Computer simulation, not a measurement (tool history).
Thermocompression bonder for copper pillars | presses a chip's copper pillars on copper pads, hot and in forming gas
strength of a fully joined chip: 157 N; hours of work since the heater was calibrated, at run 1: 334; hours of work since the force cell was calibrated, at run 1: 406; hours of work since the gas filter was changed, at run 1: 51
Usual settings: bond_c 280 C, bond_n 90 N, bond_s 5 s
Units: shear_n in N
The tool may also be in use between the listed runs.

| run | hour | bond_c | bond_n | bond_s | hours of work since the heater was calibrated | hours of work since the force cell was calibrated | hours of work since the gas filter was changed | shear_n |
|---|---|---|---|---|---|---|---|---|
| 1 | 0.0 | 280 | 90 | 5 | 334 | 406 | 51 | 77.1 |
| 2 | 27.2 | 280 | 90 | 5 | 351 | 422 | 68 | 75.3 |
| 3 | 47.2 | 280 | 90 | 5 | 363 | 435 | 80 | 75.2 |
| 4 | 64.9 | 280 | 90 | 5 | 374 | 446 | 91 | 75.5 |
| 5 | 92.6 | 280 | 90 | 5 | 391 | 463 | 108 | 72.6 |
|  | 100.7 | forming gas filter changed |
| 6 | 117.6 | 280 | 90 | 5 | 406 | 478 | 10 | 79.0 |
| 7 | 135.8 | 280 | 130 | 5 | 417 | 489 | 22 | 107.9 |
| 8 | 152.6 | 280 | 130 | 5 | 428 | 499 | 32 | 108.1 |
| 9 | 189.7 | 280 | 130 | 5 | 450 | 522 | 55 | 104.1 |
| 10 | 222.3 | 280 | 130 | 5 | 470 | 542 | 75 | 103.0 |
| 11 | 258.1 | 280 | 90 | 5 | 493 | 564 | 97 | 74.0 |
|  | 283.6 | forming gas filter changed |
| 12 | 287.2 | 280 | 90 | 5 | 510 | 582 | 2 | 78.6 |
| 13 | 314.7 | 280 | 90 | 5 | 527 | 598 | 19 | 78.0 |
| 14 | 336.5 | 280 | 90 | 5 | 540 | 612 | 33 | 75.0 |
| 15 | 361.4 | 280 | 90 | 5 | 556 | 627 | 48 | 75.4 |
| 16 | 380.5 | 280 | 90 | 5 | 567 | 639 | 60 | 75.2 |
| 17 | 407.8 | 274 | 90 | 10 | 584 | 656 | 76 | 89.7 |
| 18 | 435.6 | 306 | 69 | 3 | 601 | 673 | 93 | 56.8 |
| 19 | 454.6 | 306 | 69 | 3 | 613 | 684 | 105 | 57.8 |
|  | 466.2 | forming gas filter changed |
| 20 | 481.2 | 280 | 90 | 6 | 629 | 700 | 9 | 84.1 |
| 21 | 509.3 | 256 | 73 | 6 | 646 | 718 | 26 | 49.9 |
| 22 | 543.5 | 256 | 73 | 6 | 667 | 739 | 48 | 49.8 |
| 23 | 558.8 | 289 | 95 | 3 | 677 | 748 | 57 | 71.6 |
| 24 | 590.6 | 271 | 96 | 3 | 696 | 768 | 76 | 59.0 |
| 25 | 621.0 | 254 | 124 | 4 | 715 | 786 | 95 | 72.3 |
|  | 649.6 | forming gas filter changed |
| 26 | 655.5 | 297 | 57 | 7 | 736 | 807 | 4 | 63.2 |
| 27 | 671.8 | 309 | 80 | 10 | 746 | 817 | 14 | 107.2 |

5 ways to go on from here, each from the tool as it stands after run 27. What would each give?
| A | 688.9 | 282 | 76 | 13 | 756 | 828 | 24 | ? |
| B | 688.9 | 309 | 80 | 10 | 756 | 828 | 24 | ? |
| C | 688.9 | 275 | 80 | 10 | 756 | 828 | 24 | ? |
| D | 688.9 | 309 | 92 | 10 | 756 | 828 | 24 | ? |
| E | 688.9 | 280 | 90 | 5 | 756 | 828 | 24 | ? |

| run | shear_n |
|---|---|
| A | 88.6 |
| B | 105.5 |
| C | 82.5 |
| D | 116.9 |
| E | 76.3 |
Without the tool's hidden state the same runs would have given:
| run | shear_n |
|---|---|
| A | 92.3 |
| B | 109.1 |
| C | 86.2 |
| D | 120.6 |
| E | 79.8 |
